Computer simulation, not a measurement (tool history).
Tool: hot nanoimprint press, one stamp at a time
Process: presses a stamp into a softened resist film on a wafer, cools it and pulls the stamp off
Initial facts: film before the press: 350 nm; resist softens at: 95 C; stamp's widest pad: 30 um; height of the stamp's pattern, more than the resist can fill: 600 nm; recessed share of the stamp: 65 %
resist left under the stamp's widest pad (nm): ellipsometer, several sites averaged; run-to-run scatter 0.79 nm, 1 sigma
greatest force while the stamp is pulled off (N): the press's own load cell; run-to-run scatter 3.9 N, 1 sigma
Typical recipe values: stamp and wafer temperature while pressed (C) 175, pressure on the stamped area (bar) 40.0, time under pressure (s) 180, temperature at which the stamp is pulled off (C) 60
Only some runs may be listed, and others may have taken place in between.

run,hour,stamp and wafer temperature while pressed (C),pressure on the stamped area (bar),time under pressure (s),temperature at which the stamp is pulled off (C),resist left under the stamp's widest pad (nm),greatest force while the stamp is pulled off (N)
1,0.0,175,40.0,180,60,139.7,227
2,9.6,175,40.0,180,60,141.3,236
3,22.2,175,40.0,180,60,142.9,236
4,35.1,175,40.0,180,60,141.7,252
5,45.6,175,53.7,180,60,125.1,241
6,59.2,175,40.0,180,60,142.7,252
7,66.3,175,40.0,180,60,142.3,254
8,72.4,175,40.0,180,60,141.2,258
9,81.0,175,40.0,180,60,142.5,276
10,91.9,181,40.0,180,60,106.9,270
11,100.3,178,40.0,180,60,122.7,259
12,109.7,175,40.0,180,60,142.8,271
# hour 117.6: stamp cleaned and given a new release coat
13,123.8,175,40.0,180,60,143.8,195
14,129.7,175,61.2,180,60,119.8,195
15,141.9,175,29.8,180,60,164.3,209
16,154.0,175,29.8,180,60,162.9,216
17,162.4,166,26.6,180,53,244.1,243
18,169.8,181,61.4,164,53,91.7,249
19,176.5,181,61.4,164,53,92.5,252
20,182.1,181,60.4,164,61,93.8,220
21,188.8,175,34.9,180,46,152.7,293
# hour 192.5: plate thermocouple calibrated
22,202.0,175,30.6,180,64,168.5,212
23,214.2,166,59.7,138,49,221.7,286
24,222.8,166,27.8,178,60,253.4,238
25,229.1,166,57.0,178,60,207.7,233
26,235.3,166,57.0,178,60,207.8,247
# hour 241.2: plate thermocouple calibrated, once more
27,245.1,175,24.8,180,68,162.2,187
28,251.6,175,40.0,173,54,132.5,261
29,258.7,185,29.5,123,64,111.9,211
30,265.7,175,24.4,180,47,161.3,305
31,271.4,175,24.4,180,47,163.3,307

Results for each run, recomputed without the tool's hidden state and with each run's random variation untouched:
Hidden state present: true temperature over the reading, C; pressure that arrives at the usual setting, %; grip of the stamp's worn release coat, % over a new coat's; drift of the gauge itself on residual_nm, %; drift of the gauge itself on pull_off_n, %.
run,resist left under the stamp's widest pad (nm),greatest force while the stamp is pulled off (N)
1,129.1,187
2,130.5,191
3,131.8,188
4,130.4,197
5,114.2,185
6,130.9,190
7,130.5,190
8,129.4,191
9,130.4,202
10,97.6,195
11,111.9,185
12,130.2,190
13,131.0,186
14,107.6,184
15,150.5,193
16,148.9,197
17,227.9,220
18,82.0,222
19,82.7,223
20,83.8,191
21,138.4,255
22,145.7,175
23,191.6,236
24,226.7,192
25,177.6,186
26,177.6,196
27,161.7,157
28,131.1,216
29,111.0,173
30,160.4,248
31,162.3,248
